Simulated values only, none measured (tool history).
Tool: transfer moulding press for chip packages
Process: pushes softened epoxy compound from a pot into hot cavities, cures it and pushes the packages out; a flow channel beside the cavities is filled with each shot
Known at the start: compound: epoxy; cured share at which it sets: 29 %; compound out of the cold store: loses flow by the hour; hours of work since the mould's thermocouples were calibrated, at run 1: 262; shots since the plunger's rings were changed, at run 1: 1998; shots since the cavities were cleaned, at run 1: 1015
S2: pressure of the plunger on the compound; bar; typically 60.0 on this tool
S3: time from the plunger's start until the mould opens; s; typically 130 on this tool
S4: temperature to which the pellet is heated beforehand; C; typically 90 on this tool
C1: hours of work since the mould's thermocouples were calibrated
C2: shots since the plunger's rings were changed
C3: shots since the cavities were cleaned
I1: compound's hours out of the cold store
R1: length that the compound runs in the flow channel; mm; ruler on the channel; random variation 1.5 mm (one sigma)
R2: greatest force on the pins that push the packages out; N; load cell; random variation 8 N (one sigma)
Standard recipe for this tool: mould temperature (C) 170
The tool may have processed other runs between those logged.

Run 1, hour 0.0: usual settings; C1 262; C2 1998; C3 1015; I1 17.6. Result: R1 670 mm, R2 632 N.
Run 2, hour 6.0: usual settings; C1 265; C2 2057; C3 1074; I1 46.8. Result: R1 580 mm, R2 610 N.
At hour 12.2: cavities cleaned with cleaning compound and waxed.
Run 3, hour 14.5: usual settings; C1 270; C2 2125; C3 22; I1 14.2. Result: R1 673 mm, R2 366 N.
Run 4, hour 24.9: usual settings; C1 276; C2 2228; C3 125; I1 47.6. Result: R1 578 mm, R2 404 N.
Run 5, hour 32.7: usual settings but mould temperature (C) 171; C1 281; C2 2304; C3 201; I1 8.2. Result: R1 694 mm, R2 451 N.
Run 6, hour 37.5: usual settings but mould temperature (C) 171; C1 285; C2 2351; C3 248; I1 18.2. Result: R1 656 mm, R2 459 N.
Run 7, hour 47.2: usual settings but mould temperature (C) 171; C1 291; C2 2447; C3 344; I1 36.1. Result: R1 605 mm, R2 465 N.
Run 8, hour 57.5: usual settings; C1 297; C2 2548; C3 445; I1 18.8. Result: R1 657 mm, R2 537 N.
Run 9, hour 63.8: usual settings but S3 156 s; C1 301; C2 2610; C3 507; I1 11.0. Result: R1 682 mm, R2 501 N.
Run 10, hour 73.5: usual settings but S3 156 s; C1 307; C2 2704; C3 601; I1 47.4. Result: R1 573 mm, R2 528 N.
Run 11, hour 84.4: usual settings; C1 314; C2 2811; C3 708; I1 22.3. Result: R1 643 mm, R2 572 N.
Run 12, hour 92.1: usual settings; C1 319; C2 2887; C3 784; I1 25.0. Result: R1 635 mm, R2 597 N.
Run 13, hour 100.1: usual settings; C1 324; C2 2966; C3 863; I1 19.5. Result: R1 654 mm, R2 626 N.
Run 14, hour 105.5: usual settings; C1 328; C2 3019; C3 916; I1 30.2. Result: R1 616 mm, R2 587 N.
Run 15, hour 115.3: usual settings; C1 334; C2 3115; C3 1012; I1 25.6. Result: R1 634 mm, R2 630 N.
Run 16, hour 124.0: usual settings but S3 122 s, S4 91 C; C1 340; C2 3200; C3 1097; I1 34.1. Result: R1 605 mm, R2 666 N.
At hour 126.6: mould's thermocouples calibrated.
At hour 130.0: cavities cleaned with cleaning compound and waxed.
Run 17, hour 135.8: usual settings but mould temperature (C) 173, S2 59.9 bar, S3 148 s, S4 83 C; C1 5; C2 3281; C3 57; I1 16.0. Result: R1 650 mm, R2 360 N.
Run 18, hour 146.8: usual settings but mould temperature (C) 169, S2 59.9 bar, S3 148 s, S4 83 C; C1 12; C2 3390; C3 166; I1 17.8. Result: R1 658 mm, R2 422 N.
Run 19, hour 157.0: usual settings but mould temperature (C) 168, S2 58.0 bar, S3 114 s; C1 18; C2 3490; C3 266; I1 29.0. Result: R1 617 mm, R2 590 N.
Run 20, hour 164.7: usual settings but mould temperature (C) 168, S2 55.0 bar, S3 150 s, S4 80 C; C1 23; C2 3565; C3 341; I1 34.9. Result: R1 584 mm, R2 476 N.
Run 21, hour 171.0: usual settings but mould temperature (C) 176, S2 74.2 bar, S3 113 s, S4 85 C; C1 27; C2 3627; C3 403; I1 27.6. Result: R1 673 mm, R2 491 N.
Run 22, hour 177.2: usual settings but mould temperature (C) 176, S2 52.8 bar, S3 128 s, S4 85 C; C1 31; C2 3687; C3 463; I1 36.1. Result: R1 549 mm, R2 470 N.
Run 23, hour 187.6: usual settings but mould temperature (C) 176, S2 47.6 bar, S3 120 s, S4 85 C; C1 38; C2 3790; C3 566; I1 33.2. Result: R1 526 mm, R2 521 N.
At hour 191.8: mould's thermocouples calibrated, once more.
Run 24, hour 194.3: usual settings but mould temperature (C) 178, S2 51.0 bar, S3 113 s, S4 88 C; C1 2; C2 3836; C3 612; I1 30.3. Result: R1 543 mm, R2 522 N.
Run 25, hour 200.7: usual settings but mould temperature (C) 178, S2 51.0 bar, S3 152 s, S4 83 C; C1 6; C2 3899; C3 675; I1 33.8. Result: R1 534 mm, R2 510 N.
Run 26, hour 208.9: usual settings but mould temperature (C) 178, S2 51.0 bar, S3 152 s, S4 83 C; C1 11; C2 3979; C3 755; I1 40.8. Result: R1 516 mm, R2 523 N.
Run 27, hour 216.1: usual settings but mould temperature (C) 173, S2 51.0 bar, S3 152 s, S4 83 C; C1 15; C2 4049; C3 825; I1 38.7. Result: R1 534 mm, R2 546 N.
Run 28, hour 221.6: usual settings but mould temperature (C) 173, S2 67.6 bar, S3 141 s, S4 80 C; C1 19; C2 4104; C3 880; I1 8.8. Result: R1 708 mm, R2 564 N.
Run 29, hour 227.9: usual settings but mould temperature (C) 173, S2 67.6 bar, S3 141 s, S4 80 C; C1 23; C2 4166; C3 942; I1 25.5. Result: R1 651 mm, R2 587 N.

Predict each of these 4 candidate next runs independently; none follows another, all start after run 29:
Run A, hour 238.9: usual settings but mould temperature (C) 173, S2 67.6 bar, S3 121 s, S4 83 C; C1 30; C2 4273; C3 1049; I1 31.8. Result: R1 ?, R2 ?.
Run B, hour 238.9: usual settings but mould temperature (C) 163, S2 58.7 bar, S3 169 s; C1 30; C2 4273; C3 1049; I1 21.8. Result: R1 ?, R2 ?.
Run C, hour 238.9: usual settings but mould temperature (C) 176, S2 48.6 bar, S3 128 s, S4 80 C; C1 30; C2 4273; C3 1049; I1 15.6. Result: R1 ?, R2 ?.
Run D, hour 238.9: usual settings but mould temperature (C) 169, S2 46.5 bar, S3 126 s; C1 30; C2 4273; C3 1049; I1 16.0. Result: R1 ?, R2 ?.

run   R1   R2
  A  633  596
  B  651  600
  C  571  604
  D  575  661
Without the tool's unlogged condition, the same runs would have read:
run   R1   R2
  A  663  338
  B  681  336
  C  598  344
  D  602  371
